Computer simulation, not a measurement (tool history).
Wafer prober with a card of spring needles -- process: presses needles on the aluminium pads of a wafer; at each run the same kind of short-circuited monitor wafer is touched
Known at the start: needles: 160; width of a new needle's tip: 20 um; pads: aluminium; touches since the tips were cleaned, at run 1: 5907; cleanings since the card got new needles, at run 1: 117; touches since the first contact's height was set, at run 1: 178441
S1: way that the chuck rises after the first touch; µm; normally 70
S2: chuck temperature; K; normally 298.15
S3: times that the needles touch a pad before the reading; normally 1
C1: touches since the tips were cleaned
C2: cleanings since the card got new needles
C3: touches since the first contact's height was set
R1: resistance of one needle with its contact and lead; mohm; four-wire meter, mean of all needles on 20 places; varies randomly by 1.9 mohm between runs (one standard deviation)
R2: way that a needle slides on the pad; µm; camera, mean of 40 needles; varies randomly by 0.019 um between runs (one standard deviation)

{"run": 1, "day": 0.0, "S1": 70, "S2": 298.15, "S3": 1, "C1": 5907, "C2": 117, "C3": 178441, "R1": 280, "R2": 17.34}
{"day": 0.275, "done": "tips cleaned on abrasive film"}
{"day": 1.638, "done": "tips cleaned on abrasive film"}
{"day": 2.904, "done": "tips cleaned on abrasive film"}
{"run": 2, "day": 3.254, "S1": 70, "S2": 298.15, "S3": 1, "C1": 2243, "C2": 120, "C3": 199189, "R1": 274, "R2": 17.29}
{"day": 4.046, "done": "tips cleaned on abrasive film"}
{"day": 4.217, "done": "height of the first contact set anew"}
{"day": 5.262, "done": "tips cleaned on abrasive film"}
{"run": 3, "day": 6.212, "S1": 70, "S2": 298.15, "S3": 1, "C1": 6100, "C2": 122, "C3": 12749, "R1": 281, "R2": 17.61}
{"day": 6.492, "done": "tips cleaned on abrasive film"}
{"day": 7.729, "done": "tips cleaned on abrasive film"}
{"run": 4, "day": 8.529, "S1": 70, "S2": 298.15, "S3": 3, "C1": 5096, "C2": 124, "C3": 27499, "R1": 268, "R2": 17.55}
{"day": 9.017, "done": "tips cleaned on abrasive film"}
{"day": 10.262, "done": "tips cleaned on abrasive film"}
{"day": 11.45, "done": "tips cleaned on abrasive film"}
{"run": 5, "day": 11.883, "S1": 70, "S2": 298.15, "S3": 3, "C1": 2791, "C2": 127, "C3": 48909, "R1": 265, "R2": 17.5}
{"day": 12.604, "done": "tips cleaned on abrasive film"}
{"run": 6, "day": 13.546, "S1": 70, "S2": 324.15, "S3": 1, "C1": 6018, "C2": 128, "C3": 59516, "R1": 289, "R2": 17.5}
{"day": 13.821, "done": "tips cleaned on abrasive film"}
{"day": 15.004, "done": "tips cleaned on abrasive film"}
{"run": 7, "day": 15.992, "S1": 88, "S2": 324.15, "S3": 1, "C1": 6317, "C2": 130, "C3": 75112, "R1": 280, "R2": 22.02}
{"day": 16.267, "done": "tips cleaned on abrasive film"}
{"day": 17.579, "done": "tips cleaned on abrasive film"}
{"run": 8, "day": 17.983, "S1": 88, "S2": 324.15, "S3": 1, "C1": 2594, "C2": 132, "C3": 87815, "R1": 270, "R2": 21.97}
{"day": 18.688, "done": "tips cleaned on abrasive film"}
{"day": 19.792, "done": "tips cleaned on abrasive film"}
{"run": 9, "day": 19.792, "S1": 88, "S2": 325.15, "S3": 1, "C1": 0, "C2": 134, "C3": 99334, "R1": 263, "R2": 21.94}
{"day": 21.038, "done": "tips cleaned on abrasive film"}
{"day": 22.358, "done": "tips cleaned on abrasive film"}
{"day": 23.629, "done": "tips cleaned on abrasive film"}
{"run": 10, "day": 23.629, "S1": 70, "S2": 316.15, "S3": 2, "C1": 0, "C2": 137, "C3": 123824, "R1": 266, "R2": 17.36}

Forecast run 11:
{"day": 24.896, "done": "tips cleaned on abrasive film"}
{"day": 26.138, "done": "tips cleaned on abrasive film"}
{"run": 11, "day": 26.429, "S1": 53, "S2": 336.15, "S3": 1, "C1": 1865, "C2": 139, "C3": 141695, "R1": "?", "R2": "?"}

{"run 11": {"R1": 293, "R2": 13.1}}
If the tool had no hidden condition, the same run with the same run-to-run variation would have returned R1 275 mohm, R2 13.33 µm.

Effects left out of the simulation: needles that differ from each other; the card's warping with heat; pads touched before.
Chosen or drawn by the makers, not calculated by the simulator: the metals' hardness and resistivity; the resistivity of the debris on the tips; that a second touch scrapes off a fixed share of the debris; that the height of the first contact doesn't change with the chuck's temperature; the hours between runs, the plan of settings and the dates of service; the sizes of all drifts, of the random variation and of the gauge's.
